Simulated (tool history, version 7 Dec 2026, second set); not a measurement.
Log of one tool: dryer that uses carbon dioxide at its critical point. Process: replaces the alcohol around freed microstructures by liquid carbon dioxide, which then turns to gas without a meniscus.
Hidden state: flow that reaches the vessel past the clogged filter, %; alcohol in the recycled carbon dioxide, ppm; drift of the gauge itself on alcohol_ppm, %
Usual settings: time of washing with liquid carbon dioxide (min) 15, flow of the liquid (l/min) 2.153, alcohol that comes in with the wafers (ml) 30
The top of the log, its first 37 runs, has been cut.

| run | day | time of washing with liquid carbon dioxide (min) | flow of the liquid (l/min) | alcohol that comes in with the wafers (ml) | hours of work since the filter was changed | hours of work since the purifier's bed was changed | alcohol left in the vessel before it's heated (ppm by volume) |
|---|---|---|---|---|---|---|---|
| 38 | 11.567 | 19 | 3.04 | 39 | 203 | 163 | 24 |
| 39 | 11.983 | 15 | 3.02 | 30 | 208 | 168 | 13 |
| 40 | 12.308 | 10 | 2.56 | 31 | 211 | 171 | 137 |
| 41 | 12.579 | 21 | 2.153 | 26 | 214 | 174 | 22 |
| 42 | 12.975 | 18 | 1.99 | 108 | 219 | 178 | 84 |
| 43 | 13.404 | 18 | 1.99 | 108 | 223 | 183 | 88 |
| 44 | 13.762 | 18 | 1.99 | 108 | 227 | 187 | 83 |
| 45 | 14.196 | 12 | 2.49 | 107 | 232 | 192 | 193 |
| 46 | 14.642 | 15 | 3.35 | 27 | 237 | 197 | 23 |

Predict each of these 5 candidate next runs independently; none follows another, all start after run 46:
| A | 14.825 | 20 | 2.6 | 23 | 239 | 199 | ? |
| B | 14.825 | 15 | 2.17 | 58 | 239 | 199 | ? |
| C | 14.825 | 17 | 2.153 | 23 | 239 | 199 | ? |
| D | 14.825 | 15 | 1.69 | 25 | 239 | 199 | ? |
| E | 14.825 | 15 | 1.76 | 58 | 239 | 199 | ? |

| run | alcohol left in the vessel before it's heated (ppm by volume) |
|---|---|
| A | 17 |
| B | 94 |
| C | 32 |
| D | 101 |
| E | 197 |
With no hidden state in the tool, these same runs would have given:
| run | alcohol left in the vessel before it's heated (ppm by volume) |
|---|---|
| A | 0 |
| B | 53 |
| C | 10 |
| D | 57 |
| E | 125 |
